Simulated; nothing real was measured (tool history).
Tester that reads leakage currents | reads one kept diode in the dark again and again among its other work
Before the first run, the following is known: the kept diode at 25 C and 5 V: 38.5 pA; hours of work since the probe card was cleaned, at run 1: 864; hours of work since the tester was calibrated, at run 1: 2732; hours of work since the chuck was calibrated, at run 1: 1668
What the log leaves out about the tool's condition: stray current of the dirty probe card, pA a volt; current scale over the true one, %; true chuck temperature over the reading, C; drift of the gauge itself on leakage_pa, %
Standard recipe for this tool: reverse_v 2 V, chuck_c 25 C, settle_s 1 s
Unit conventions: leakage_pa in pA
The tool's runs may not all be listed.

run	day	reverse_v	chuck_c	settle_s	hours of work since the probe card was cleaned	hours of work since the tester was calibrated	hours of work since the chuck was calibrated	leakage_pa
1	0	2	25	1	864	2732	1668	27.42
2	6	2	25	1	949	2817	1753	27.29
3	10.979	2	25	4.08	1020	2888	1824	27.09
4	14.604	2	25	4.08	1072	2940	1875	27.08
# day 15.583: tester calibrated
# day 17.742: chuck's temperature calibrated
5	21.438	2	25	7.33	1167	82	53	29.1
6	26.6	2	25	7.33	1240	155	126	28.82
7	31.429	2	25	7.33	1309	224	195	29.08
8	39.75	2	25	1	1427	342	313	29.25
9	47.688	2	25	1	1540	455	426	29.42
10	54.579	2	41	1	1638	553	524	112.03
11	62.575	2	44	1	1751	667	637	142.81
12	66.362	2	44	1	1805	721	691	142.19
13	70.558	2	25	4.42	1865	780	751	29.1
14	76.538	2	26	4.42	1950	865	836	31.59
15	82.292	2	20	4.42	2032	947	918	18.95
16	87.204	2	20	4.42	2101	1017	988	18.94
17	92.433	2	20	4.42	2176	1091	1062	19.09
18	100.279	2	20	4.42	2287	1203	1173	18.9
# day 104.383: probe card cleaned and baked
19	107.35	2	20	4.42	42	1302	1272	16.45
20	112.862	2.27	20	0.44	121	1380	1351	17.93
21	119.692	4.7	33	1.27	218	1477	1448	72.03
22	125.108	10.47	32	1	295	1554	1525	89.09
23	133.321	10.47	58	2.18	411	1671	1641	713.07
24	141.421	2.5	57	1	527	1786	1757	403.31
25	150.142	2.5	57	1	651	1910	1881	399.49
# day 152.821: chuck's temperature calibrated
26	153.938	7.84	34	0.47	703	1963	16	105.3
27	159.188	5.37	34	4.32	778	2037	91	89.83
28	167.062	2	24	3.04	890	2149	202	26.45
29	171.071	2	24	3.04	947	2206	259	26.36
30	175.8	2	57	1	1014	2274	327	397.05
31	179.454	1.32	52	1	1066	2326	379	234.26
32	184.504	2	25	0.35	1138	2397	450	29.55
33	189.171	2	33	4.7	1204	2464	517	57.45
34	194.279	2	33	4.7	1277	2536	589	57.46

What would each run have given without the hidden state, its run-to-run variation left as it was?
run	leakage_pa
1	28.45
2	28.35
3	28.15
4	28.15
5	28.15
6	27.89
7	28.15
8	28.36
9	28.55
10	113.68
11	145.97
12	145.62
13	28.33
14	30.95
15	17.67
16	17.65
17	17.78
18	17.57
19	17.64
20	19.14
21	77.08
22	94.64
23	764.74
24	435.53
25	433.23
26	102.78
27	88.26
28	25.81
29	25.73
30	402.85
31	238.17
32	29.02
33	57.72
34	57.83
